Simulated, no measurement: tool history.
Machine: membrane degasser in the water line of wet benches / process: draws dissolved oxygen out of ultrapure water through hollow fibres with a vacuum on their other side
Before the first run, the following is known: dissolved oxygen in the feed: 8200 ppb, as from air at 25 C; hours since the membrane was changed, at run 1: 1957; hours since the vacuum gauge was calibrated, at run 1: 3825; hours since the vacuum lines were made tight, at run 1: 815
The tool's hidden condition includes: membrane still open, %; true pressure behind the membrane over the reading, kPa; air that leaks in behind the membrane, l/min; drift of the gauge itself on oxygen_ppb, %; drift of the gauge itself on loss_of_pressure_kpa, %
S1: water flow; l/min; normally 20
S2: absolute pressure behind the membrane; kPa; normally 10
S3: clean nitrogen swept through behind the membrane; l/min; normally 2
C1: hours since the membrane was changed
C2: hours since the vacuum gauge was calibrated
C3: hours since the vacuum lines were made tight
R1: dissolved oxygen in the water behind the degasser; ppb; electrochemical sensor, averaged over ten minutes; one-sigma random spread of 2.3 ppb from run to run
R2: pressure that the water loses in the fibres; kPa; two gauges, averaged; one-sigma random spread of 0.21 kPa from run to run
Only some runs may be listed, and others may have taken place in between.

run 1 hour=0 | S1=20 S2=10 S3=2 | C1=1957 C2=3825 C3=815 | R1=222.8 R2=50.35
run 2 hour=46.2 | S1=20 S2=10 S3=2 | C1=2003 C2=3871 C3=861 | R1=223.6 R2=50.65
run 3 hour=94.5 | S1=20 S2=10 S3=2 | C1=2052 C2=3919 C3=909 | R1=225.1 R2=50.33
run 4 hour=131 | S1=20 S2=19.8 S3=2 | C1=2088 C2=3956 C3=946 | R1=441.5 R2=50.64
run 5 hour=180.2 | S1=20 S2=10 S3=1.22 | C1=2137 C2=4005 C3=995 | R1=322.8 R2=50.18
run 6 hour=217.2 | S1=20 S2=10 S3=0.97 | C1=2174 C2=4042 C3=1032 | R1=374.2 R2=50.15
run 7 hour=263.7 | S1=20 S2=10 S3=2 | C1=2221 C2=4088 C3=1078 | R1=227.4 R2=50.1
run 8 hour=311.8 | S1=20 S2=10 S3=2 | C1=2269 C2=4137 C3=1126 | R1=222.7 R2=50.45
run 9 hour=348.5 | S1=20 S2=10 S3=2 | C1=2306 C2=4173 C3=1163 | R1=229.2 R2=50.2
run 10 hour=394.5 | S1=16 S2=10 S3=2 | C1=2352 C2=4219 C3=1209 | R1=155.8 R2=40.48
run 11 hour=423.2 | S1=20 S2=10 S3=2 | C1=2380 C2=4248 C3=1238 | R1=226.5 R2=50.4
run 12 hour=448.3 | S1=20 S2=10 S3=2 | C1=2405 C2=4273 C3=1263 | R1=228.5 R2=50.57
run 13 hour=484.8 | S1=19 S2=10 S3=2 | C1=2442 C2=4310 C3=1299 | R1=208.4 R2=47.85
-- hour=513.8 vacuum gauge calibrated
run 14 hour=518.3 | S1=19 S2=10 S3=2 | C1=2475 C2=5 C3=1332 | R1=211.5 R2=47.89
run 15 hour=551.8 | S1=19 S2=10 S3=2 | C1=2508 C2=38 C3=1366 | R1=207.6 R2=47.58
run 16 hour=589.3 | S1=20 S2=10 S3=2 | C1=2546 C2=75 C3=1403 | R1=224.9 R2=50.38
run 17 hour=638.6 | S1=20 S2=10.6 S3=2 | C1=2595 C2=125 C3=1453 | R1=234.3 R2=50.4
run 18 hour=674.2 | S1=20 S2=10.6 S3=2 | C1=2631 C2=160 C3=1488 | R1=237.4 R2=50.59
run 19 hour=707.5 | S1=20 S2=10.6 S3=2 | C1=2664 C2=194 C3=1522 | R1=239.8 R2=50.47

Predict the results of run 20:
run 20 hour=738.9 | S1=20 S2=9.5 S3=2.83 | C1=2695 C2=225 C3=1553 | R1=? R2=?

{"run 20": {"R1": 175.4, "R2": 50.28}}
With the hidden condition absent and the run-to-run variation left alone, this run would have shown R1 175.1 ppb, R2 50.25 kPa.

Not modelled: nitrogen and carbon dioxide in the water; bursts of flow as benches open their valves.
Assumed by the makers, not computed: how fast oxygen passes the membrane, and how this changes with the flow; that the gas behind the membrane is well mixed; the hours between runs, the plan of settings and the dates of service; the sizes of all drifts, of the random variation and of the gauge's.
